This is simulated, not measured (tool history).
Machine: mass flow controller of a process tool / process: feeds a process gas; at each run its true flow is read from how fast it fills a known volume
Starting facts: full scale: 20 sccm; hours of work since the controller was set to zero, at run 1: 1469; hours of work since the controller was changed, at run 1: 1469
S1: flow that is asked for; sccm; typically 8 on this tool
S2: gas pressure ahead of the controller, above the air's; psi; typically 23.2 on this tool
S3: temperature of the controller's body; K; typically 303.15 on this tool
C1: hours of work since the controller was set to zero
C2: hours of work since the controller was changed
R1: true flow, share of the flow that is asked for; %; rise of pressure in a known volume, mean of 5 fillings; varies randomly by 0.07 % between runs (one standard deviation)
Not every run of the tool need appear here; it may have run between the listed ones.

Run 1, day 0.000: usual settings; C1 1469; C2 1469. Result: R1 98.16 %.
Run 2, day 9.488: usual settings but S3 307.15 K; C1 1620; C2 1620. Result: R1 97.97 %.
Run 3, day 19.225: usual settings but S3 307.15 K; C1 1776; C2 1776. Result: R1 97.99 %.
Run 4, day 24.104: usual settings but S3 307.15 K; C1 1853; C2 1853. Result: R1 98.02 %.
Run 5, day 34.354: usual settings but S3 307.15 K; C1 2017; C2 2017. Result: R1 98.07 %.
Run 6, day 42.417: usual settings; C1 2146; C2 2146. Result: R1 98.42 %.
Run 7, day 48.421: usual settings but S1 14 sccm; C1 2241; C2 2241. Result: R1 99.17 %.
Run 8, day 54.229: usual settings but S1 14 sccm; C1 2334; C2 2334. Result: R1 99.16 %.
Run 9, day 59.571: usual settings but S1 14 sccm; C1 2419; C2 2419. Result: R1 99.26 %.
Run 10, day 69.542: usual settings but S1 14 sccm; C1 2578; C2 2578. Result: R1 99.41 %.
Run 11, day 79.988: usual settings but S1 14 sccm; C1 2745; C2 2745. Result: R1 99.46 %.
Run 12, day 88.154: usual settings but S1 14 sccm; C1 2875; C2 2875. Result: R1 99.47 %.
Run 13, day 93.112: usual settings but S1 14 sccm, S2 30.0 psi, S3 300.15 K; C1 2954; C2 2954. Result: R1 99.94 %.
Run 14, day 100.525: usual settings but S1 2 sccm, S2 24.8 psi, S3 299.15 K; C1 3072; C2 3072. Result: R1 101.63 %.
Run 15, day 110.888: usual settings but S1 2 sccm, S2 30.6 psi, S3 295.15 K; C1 3238; C2 3238. Result: R1 102.51 %.
Run 16, day 116.050: usual settings but S1 2 sccm, S2 30.0 psi, S3 312.15 K; C1 3320; C2 3320. Result: R1 101.01 %.
Run 17, day 122.483: usual settings but S1 2 sccm, S2 20.7 psi, S3 312.15 K; C1 3423; C2 3423. Result: R1 100.78 %.

Here are 4 independent what-if runs from the current tool condition. What would each one return?
Run A, day 128.000: usual settings but S1 2 sccm, S2 20.7 psi, S3 294.15 K; C1 3511; C2 3511. Result: R1 ?.
Run B, day 128.000: usual settings but S1 3 sccm, S2 20.7 psi, S3 312.15 K; C1 3511; C2 3511. Result: R1 ?.
Run C, day 128.000: usual settings but S1 2 sccm, S2 20.7 psi, S3 297.15 K; C1 3511; C2 3511. Result: R1 ?.
Run D, day 128.000: usual settings but S2 28.9 psi, S3 305.15 K; C1 3511; C2 3511. Result: R1 ?.

run      R1
  A  102.42
  B   99.69
  C  102.29
  D   99.39
Take away the tool's hidden state, keep each run's random variation, and the runs would have read:
run     R1
  A  97.11
  B  95.93
  C  96.98
  D  97.56
